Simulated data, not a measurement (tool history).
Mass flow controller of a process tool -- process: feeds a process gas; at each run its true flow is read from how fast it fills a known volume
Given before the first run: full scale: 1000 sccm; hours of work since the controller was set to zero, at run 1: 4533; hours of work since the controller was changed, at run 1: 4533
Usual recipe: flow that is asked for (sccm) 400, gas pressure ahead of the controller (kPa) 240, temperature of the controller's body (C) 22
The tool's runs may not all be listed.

| run | hour | flow that is asked for (sccm) | gas pressure ahead of the controller (kPa) | temperature of the controller's body (C) | hours of work since the controller was set to zero | hours of work since the controller was changed | true flow (%) |
|---|---|---|---|---|---|---|---|
| 1 | 0.0 | 400 | 240 | 22 | 4533 | 4533 | 97.68 |
| 2 | 279.5 | 400 | 240 | 22 | 4666 | 4666 | 97.79 |
| 3 | 584.8 | 400 | 240 | 22 | 4811 | 4811 | 97.65 |
| 4 | 747.3 | 400 | 240 | 22 | 4888 | 4888 | 97.59 |
| 5 | 1022.4 | 400 | 240 | 22 | 5019 | 5019 | 97.56 |
| 6 | 1207.9 | 400 | 169 | 22 | 5107 | 5107 | 98.14 |
| 7 | 1446.3 | 400 | 169 | 22 | 5220 | 5220 | 98.02 |
| 8 | 1676.4 | 400 | 143 | 22 | 5329 | 5329 | 98.19 |
| 9 | 1888.1 | 675 | 172 | 25 | 5430 | 5430 | 98.40 |
| 10 | 2026.3 | 102 | 176 | 22 | 5495 | 5495 | 99.82 |
| 11 | 2295.8 | 102 | 176 | 22 | 5623 | 5623 | 99.69 |
|  | 2308.7 | controller's zero set anew |
| 12 | 2474.9 | 266 | 276 | 22 | 79 | 5708 | 97.81 |
| 13 | 2663.1 | 188 | 140 | 25 | 168 | 5798 | 99.43 |
| 14 | 2907.6 | 698 | 215 | 22 | 284 | 5914 | 97.79 |
| 15 | 3061.1 | 698 | 215 | 22 | 357 | 5987 | 97.83 |
| 16 | 3327.0 | 724 | 249 | 39 | 484 | 6113 | 99.47 |

Alternative continuations, all from the tool just after run 16; predict every row:
| A | 3512.5 | 400 | 143 | 22 | 572 | 6201 | ? |
| B | 3512.5 | 919 | 198 | 30 | 572 | 6201 | ? |
| C | 3512.5 | 442 | 170 | 32 | 572 | 6201 | ? |

| run | true flow (%) |
|---|---|
| A | 98.15 |
| B | 98.86 |
| C | 99.07 |
Stripped of hidden state, with their random variation kept, the same runs would have yielded:
| run | true flow (%) |
|---|---|
| A | 99.05 |
| B | 100.40 |
| C | 100.07 |
